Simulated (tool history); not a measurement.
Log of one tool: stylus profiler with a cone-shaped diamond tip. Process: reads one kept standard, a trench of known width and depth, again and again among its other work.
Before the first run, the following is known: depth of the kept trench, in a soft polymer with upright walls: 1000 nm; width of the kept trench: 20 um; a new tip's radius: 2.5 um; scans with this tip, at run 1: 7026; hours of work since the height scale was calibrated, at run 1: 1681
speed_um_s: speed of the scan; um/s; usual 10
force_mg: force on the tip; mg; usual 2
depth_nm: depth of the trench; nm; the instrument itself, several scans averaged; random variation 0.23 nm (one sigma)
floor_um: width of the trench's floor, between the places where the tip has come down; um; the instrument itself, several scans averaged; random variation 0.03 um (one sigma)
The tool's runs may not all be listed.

run    hour  speed_um_s  force_mg  scans with this tip  hours of work since the height scale was calibrated  depth_nm  floor_um
  1       0          10         2                 7026                                                 1681   1018.81     15.27
       28.5  -- height scale calibrated on a step standard
  2   126.7          10         2                 7389                                                   68   1021.42     15.29
  3   227.1          10         2                 7677                                                  136   1021.76      15.3
  4   354.8          10         2                 8044                                                  224   1022.19     15.23
  5   415.3          10         2                 8217                                                  266   1021.81      15.2
  6   481.4          10         2                 8407                                                  311   1022.32     15.23
  7   579.1          10      3.84                 8687                                                  378   1028.99     15.22
  8   643.5          29         2                 8872                                                  422   1023.04     15.02
      716.5  -- height scale calibrated on a step standard, once more
  9     753          10         2                 9185                                                   25   1011.01     15.13
 10     826          10         2                 9395                                                   75   1010.88     15.12
 11   930.6          10         2                 9695                                                  147   1011.53     15.13
 12  1043.5          10      1.66                10019                                                  225   1010.68     15.05
 13  1110.4          10         2                10211                                                  271   1011.54     15.06
 14  1167.7          10      2.03                10376                                                  310   1012.13     15.01
 15  1224.5          10      2.03                10539                                                  349   1012.62     15.06
 16  1355.6          10      2.03                10915                                                  439   1013.23     14.93
 17  1440.1           2      1.28                11158                                                  497   1010.65     15.09
 18  1558.3           2      1.28                11497                                                  578   1010.65     15.02
 19  1665.5          11      2.97                11805                                                  652   1016.89     14.94
 20  1731.6          37         2                11995                                                  697   1014.08     14.76
 21  1835.7           3         2                12294                                                  769   1014.41     14.97
 22  1943.7           3         2                12604                                                  843   1014.88     14.87
 23  1999.6          32      2.24                12764                                                  881    1015.9     14.75
 24  2069.5          24      1.08                12965                                                  929   1011.82     14.68
 25  2161.7          10      2.26                13230                                                  993   1016.47     14.88
 26  2268.7          25       0.9                13537                                                 1066   1011.45     14.61
 27  2348.3          17      1.96                13766                                                 1121   1015.75     14.68
 28    2462           4      2.12                14092                                                 1199   1017.14     14.79

Predict each of these 3 candidate next runs independently; none follows another, all start after run 28:
  A  2549.1          10      0.74                14342                                                 1259         ?         ?
  B  2549.1           4      2.12                14342                                                 1259         ?         ?
  C  2549.1          31      4.14                14342                                                 1259         ?         ?

run  depth_nm  floor_um
  A   1011.64     14.71
  B    1017.5      14.8
  C   1024.13     14.66
Stripped of hidden state, with their random variation kept, the same runs would have yielded:
run  depth_nm  floor_um
  A   1005.63     15.89
  B   1011.46     15.98
  C   1018.05     15.84
